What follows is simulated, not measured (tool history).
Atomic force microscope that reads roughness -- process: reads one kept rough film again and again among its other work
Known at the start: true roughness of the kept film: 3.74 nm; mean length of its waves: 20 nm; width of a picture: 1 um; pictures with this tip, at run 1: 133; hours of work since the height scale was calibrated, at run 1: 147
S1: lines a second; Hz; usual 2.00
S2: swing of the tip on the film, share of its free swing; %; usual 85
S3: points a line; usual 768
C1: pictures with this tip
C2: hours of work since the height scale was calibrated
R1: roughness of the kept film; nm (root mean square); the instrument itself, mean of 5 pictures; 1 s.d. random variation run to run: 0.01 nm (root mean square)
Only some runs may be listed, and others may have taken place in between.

run 1 hour=0.0 | S1=2.00 S2=85 S3=768 | C1=133 C2=147 | R1=1.774
run 2 hour=5.5 | S1=2.00 S2=85 S3=768 | C1=140 C2=150 | R1=1.740
-- hour=6.8 new tip fitted
run 3 hour=15.1 | S1=2.00 S2=85 S3=768 | C1=10 C2=154 | R1=2.350
run 4 hour=23.0 | S1=2.00 S2=85 S3=768 | C1=20 C2=157 | R1=2.265
run 5 hour=28.9 | S1=2.00 S2=85 S3=768 | C1=27 C2=160 | R1=2.228
run 6 hour=38.0 | S1=2.00 S2=85 S3=768 | C1=39 C2=164 | R1=2.134
run 7 hour=43.2 | S1=2.00 S2=85 S3=768 | C1=45 C2=166 | R1=2.126
run 8 hour=50.5 | S1=2.00 S2=85 S3=768 | C1=55 C2=170 | R1=2.076
run 9 hour=57.5 | S1=2.00 S2=58 S3=768 | C1=63 C2=173 | R1=2.217
run 10 hour=62.6 | S1=2.00 S2=58 S3=768 | C1=70 C2=175 | R1=2.186
run 11 hour=70.6 | S1=1.13 S2=85 S3=768 | C1=80 C2=178 | R1=2.048
run 12 hour=75.5 | S1=2.00 S2=85 S3=768 | C1=86 C2=181 | R1=1.908
run 13 hour=84.4 | S1=2.00 S2=85 S3=768 | C1=97 C2=185 | R1=1.882
run 14 hour=92.0 | S1=2.00 S2=85 S3=768 | C1=107 C2=188 | R1=1.835
run 15 hour=97.9 | S1=2.00 S2=85 S3=768 | C1=114 C2=191 | R1=1.793
run 16 hour=105.9 | S1=2.00 S2=85 S3=768 | C1=124 C2=194 | R1=1.752
run 17 hour=113.7 | S1=2.00 S2=85 S3=768 | C1=134 C2=198 | R1=1.729
-- hour=119.9 new tip fitted
run 18 hour=122.4 | S1=2.00 S2=85 S3=768 | C1=3 C2=201 | R1=2.382
run 19 hour=128.8 | S1=2.00 S2=85 S3=768 | C1=11 C2=204 | R1=2.321
run 20 hour=134.6 | S1=2.00 S2=85 S3=768 | C1=19 C2=207 | R1=2.276
run 21 hour=141.3 | S1=2.00 S2=85 S3=768 | C1=27 C2=210 | R1=2.217
run 22 hour=145.8 | S1=2.00 S2=85 S3=768 | C1=33 C2=212 | R1=2.199
run 23 hour=150.5 | S1=2.00 S2=85 S3=768 | C1=39 C2=214 | R1=2.171
run 24 hour=154.3 | S1=2.00 S2=85 S3=983 | C1=43 C2=216 | R1=2.154
run 25 hour=159.3 | S1=2.00 S2=85 S3=768 | C1=50 C2=218 | R1=2.104
run 26 hour=164.7 | S1=2.00 S2=85 S3=768 | C1=56 C2=220 | R1=2.074
run 27 hour=172.2 | S1=2.00 S2=85 S3=768 | C1=66 C2=224 | R1=2.016
run 28 hour=178.1 | S1=1.79 S2=83 S3=768 | C1=73 C2=226 | R1=2.024
run 29 hour=183.6 | S1=0.74 S2=86 S3=704 | C1=80 C2=229 | R1=2.093
run 30 hour=190.7 | S1=0.74 S2=86 S3=704 | C1=89 C2=232 | R1=2.050
run 31 hour=194.8 | S1=0.74 S2=86 S3=704 | C1=94 C2=234 | R1=2.031
run 32 hour=201.2 | S1=2.09 S2=83 S3=704 | C1=102 C2=237 | R1=1.863
run 33 hour=208.5 | S1=2.09 S2=83 S3=704 | C1=111 C2=240 | R1=1.833
run 34 hour=217.6 | S1=2.09 S2=83 S3=704 | C1=123 C2=244 | R1=1.771
run 35 hour=224.0 | S1=3.48 S2=59 S3=704 | C1=131 C2=247 | R1=1.889
run 36 hour=229.1 | S1=3.22 S2=71 S3=956 | C1=137 C2=249 | R1=1.781
-- hour=232.2 new tip fitted
run 37 hour=238.0 | S1=0.84 S2=89 S3=679 | C1=7 C2=253 | R1=2.466
run 38 hour=246.0 | S1=2.44 S2=89 S3=679 | C1=17 C2=257 | R1=2.146
run 39 hour=252.9 | S1=2.44 S2=89 S3=679 | C1=26 C2=260 | R1=2.100
run 40 hour=257.2 | S1=2.44 S2=89 S3=679 | C1=31 C2=262 | R1=2.075
run 41 hour=264.2 | S1=0.66 S2=75 S3=768 | C1=40 C2=265 | R1=2.344
run 42 hour=268.7 | S1=2.46 S2=85 S3=724 | C1=45 C2=267 | R1=2.052
run 43 hour=277.0 | S1=2.38 S2=85 S3=602 | C1=56 C2=270 | R1=1.988
run 44 hour=282.2 | S1=1.02 S2=57 S3=768 | C1=62 C2=273 | R1=2.247
run 45 hour=286.8 | S1=1.02 S2=57 S3=768 | C1=68 C2=275 | R1=2.194
run 46 hour=292.2 | S1=0.90 S2=85 S3=695 | C1=75 C2=277 | R1=2.094
run 47 hour=299.8 | S1=0.64 S2=74 S3=602 | C1=84 C2=281 | R1=2.105
run 48 hour=307.3 | S1=2.00 S2=66 S3=692 | C1=94 C2=284 | R1=2.017
run 49 hour=312.7 | S1=2.00 S2=66 S3=692 | C1=101 C2=286 | R1=1.970
run 50 hour=320.5 | S1=0.69 S2=85 S3=382 | C1=110 C2=290 | R1=1.947
run 51 hour=329.6 | S1=3.15 S2=59 S3=636 | C1=122 C2=294 | R1=1.906
run 52 hour=337.0 | S1=2.45 S2=89 S3=334 | C1=131 C2=297 | R1=1.617

Entry by entry between the runs, the difference in hidden state between the last listed run before and the first listed run after:
Runs 2 to 3: new tip fitted (hour 6.8)
  radius of the tip, nm: 23.9 -> 11.3
  measured less the result without the state, R1: -0.652 -> -0.079 nm (root mean square)
Runs 17 to 18: new tip fitted (hour 119.9)
  radius of the tip, nm: 24.5 -> 10.5
  measured less the result without the state, R1: -0.673 -> -0.025 nm (root mean square)
Runs 36 to 37: new tip fitted (hour 232.2)
  radius of the tip, nm: 24.8 -> 11.4; height scale over the true one, %: 0.23 -> 0.24
  measured less the result without the state, R1: -0.702 -> -0.087 nm (root mean square)

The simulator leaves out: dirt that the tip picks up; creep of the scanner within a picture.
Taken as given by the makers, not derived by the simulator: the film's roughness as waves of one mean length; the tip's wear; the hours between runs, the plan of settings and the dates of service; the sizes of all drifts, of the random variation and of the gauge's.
